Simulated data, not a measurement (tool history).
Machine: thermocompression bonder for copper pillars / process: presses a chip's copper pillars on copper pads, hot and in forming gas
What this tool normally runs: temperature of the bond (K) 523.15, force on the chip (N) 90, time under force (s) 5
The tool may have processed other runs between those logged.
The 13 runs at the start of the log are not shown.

run    hour  temperature of the bond (K)  force on the chip (N)  time under force (s)  force that shears a chip off (N)
 14   867.6                       523.15                     54                     5                              33.1
 15   908.7                       523.15                     69                     5                              36.2
 16   965.4                       523.15                     69                     5                              36.5
      970.5  -- forming gas filter changed
 17  1042.3                       523.15                     69                     5                              38.9
 18  1107.5                       523.15                     69                     5                              37.7
 19  1196.9                       523.15                     69                     5                              37.7
 20  1265.5                       523.15                     69                     5                              34.6
     1278.1  -- force cell calibrated
       1309  -- forming gas filter changed
     1317.9  -- heater calibrated with a thermocouple chip
 21  1357.5                       500.15                    124                     5                                37
 22  1434.4                       498.15                     84                     4                              22.8
     1494.4  -- heater calibrated with a thermocouple chip, once more
 23  1527.3                       498.15                     84                     4                              30.6
 24  1619.5                       498.15                     84                     4                              29.4
     1647.3  -- forming gas filter changed
 25  1694.1                       498.15                     84                     4                              31.9
 26  1741.9                       498.15                     84                     4                              32.3
 27  1786.5                       522.15                     71                     4                              37.1
 28  1847.8                       522.15                     71                     4                              36.8
 29  1901.4                       529.15                     79                     3                              37.1
 30  1947.9                       529.15                     79                     3                              37.2
     1985.8  -- forming gas filter changed
 31  1995.3                       529.15                     79                    11                              65.8
 32    2078                       508.15                    110                    11                              60.7
 33  2154.1                       515.15                     83                    11                              53.9
 34  2230.1                       515.15                     83                    11                              53.2
 35  2313.2                       503.15                    105                     5                              38.7

4 ways to go on from here, each from the tool as it stands after run 35. What would each give?
     2321.6  -- forming gas filter changed
  A  2366.6                       512.15                     90                     5                                 ?
     2321.6  -- forming gas filter changed
  B  2366.6                       520.15                    105                    12                                 ?
     2321.6  -- forming gas filter changed
  C  2366.6                       509.15                     72                     5                                 ?
     2321.6  -- forming gas filter changed
  D  2366.6                       549.15                    119                     4                                 ?

run  force that shears a chip off (N)
  A                              42.9
  B                              68.5
  C                              35.8
  D                              65.9
What these runs would have given with no unlogged condition in the tool:
run  force that shears a chip off (N)
  A                              45.1
  B                              71.4
  C                              37.7
  D                              68.4
